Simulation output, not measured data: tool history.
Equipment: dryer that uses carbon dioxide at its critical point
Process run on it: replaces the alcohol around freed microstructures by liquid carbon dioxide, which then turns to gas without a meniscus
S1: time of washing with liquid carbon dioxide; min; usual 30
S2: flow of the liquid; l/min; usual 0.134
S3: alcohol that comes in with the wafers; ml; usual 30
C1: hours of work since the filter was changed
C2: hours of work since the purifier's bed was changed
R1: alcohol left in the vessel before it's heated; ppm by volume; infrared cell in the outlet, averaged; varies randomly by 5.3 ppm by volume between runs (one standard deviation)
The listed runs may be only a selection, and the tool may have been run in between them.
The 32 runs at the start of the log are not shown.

{"run": 33, "hour": 332.7, "S1": 23, "S2": 0.083, "S3": 22, "C1": 134, "C2": 716, "R1": 2422}
{"run": 34, "hour": 341.7, "S1": 19, "S2": 0.207, "S3": 45, "C1": 141, "C2": 723, "R1": 369}
{"run": 35, "hour": 356.5, "S1": 44, "S2": 0.214, "S3": 22, "C1": 153, "C2": 735, "R1": 142}
{"run": 36, "hour": 364.4, "S1": 47, "S2": 0.134, "S3": 90, "C1": 159, "C2": 741, "R1": 151}
{"run": 37, "hour": 370.6, "S1": 30, "S2": 0.134, "S3": 58, "C1": 164, "C2": 746, "R1": 384}
{"run": 38, "hour": 384.4, "S1": 44, "S2": 0.166, "S3": 103, "C1": 175, "C2": 756, "R1": 153}
{"run": 39, "hour": 398.8, "S1": 44, "S2": 0.166, "S3": 103, "C1": 186, "C2": 768, "R1": 158}
{"run": 40, "hour": 413.9, "S1": 48, "S2": 0.166, "S3": 103, "C1": 198, "C2": 779, "R1": 151}

Branching from run 40: 5 alternative next runs. What would each branch give?
{"run": "A", "hour": 423.9, "S1": 25, "S2": 0.134, "S3": 30, "C1": 206, "C2": 787, "R1": "?"}
{"run": "B", "hour": 423.9, "S1": 24, "S2": 0.134, "S3": 30, "C1": 206, "C2": 787, "R1": "?"}
{"run": "C", "hour": 423.9, "S1": 23, "S2": 0.18, "S3": 83, "C1": 206, "C2": 787, "R1": "?"}
{"run": "D", "hour": 423.9, "S1": 25, "S2": 0.147, "S3": 30, "C1": 206, "C2": 787, "R1": "?"}
{"run": "E", "hour": 423.9, "S1": 47, "S2": 0.166, "S3": 103, "C1": 206, "C2": 787, "R1": "?"}

run=A R1=506
run=B R1=592
run=C R1=456
run=D R1=375
run=E R1=149
Had the tool no hidden state, the same runs would have come out as:
run=A R1=295
run=B R1=369
run=C R1=244
run=D R1=184
run=E R1=3
